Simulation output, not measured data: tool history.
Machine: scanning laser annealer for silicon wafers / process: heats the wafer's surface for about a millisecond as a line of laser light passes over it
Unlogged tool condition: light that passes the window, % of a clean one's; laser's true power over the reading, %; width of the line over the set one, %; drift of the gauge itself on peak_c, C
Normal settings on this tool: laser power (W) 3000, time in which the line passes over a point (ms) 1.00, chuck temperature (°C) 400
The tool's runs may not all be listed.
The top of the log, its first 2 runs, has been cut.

run,hour,laser power (W),time in which the line passes over a point (ms),chuck temperature (°C),hours of work since the window was cleaned,hours of work since the power meter was calibrated,hours of work since the optics were aligned,highest temperature of the surface (°C)
3,51.7,3167,1.00,400,777,214,1423,1143
4,93.7,3167,1.00,400,795,231,1441,1144
5,120.6,3167,1.00,400,806,242,1452,1145
6,151.4,3167,1.00,400,819,255,1465,1143
# hour 171.1: optics aligned, line set to its width
7,186.5,3167,1.00,400,831,268,6,1169
8,230.9,3167,1.00,400,850,286,25,1167
9,250.0,3000,1.00,437,858,294,33,1156
10,284.9,3000,1.00,437,872,309,47,1157
11,319.7,3000,1.00,437,887,323,62,1154
# hour 324.7: window over the wafer cleaned
12,356.1,3000,1.00,437,13,338,76,1185
13,390.1,3000,1.00,376,27,352,90,1122
14,435.8,3000,1.00,376,46,371,109,1120
15,458.2,3000,1.00,375,56,380,119,1120
16,486.8,3000,1.00,400,68,392,131,1144
17,531.1,3000,0.76,400,86,411,149,1063
18,563.3,3000,0.70,400,99,424,163,1036
19,587.8,3000,0.70,400,110,434,173,1040
20,619.2,3000,0.70,400,123,447,186,1036
21,660.7,2871,0.70,374,140,465,203,975
22,693.6,2871,0.70,374,154,478,217,978

The next listed run, before its measurement:
23,735.8,3000,1.19,401,171,496,235,?

Run 23 measured highest temperature of the surface (°C) 1197.
Had the tool carried no hidden state, the very same run would have given highest temperature of the surface (°C) 1208.
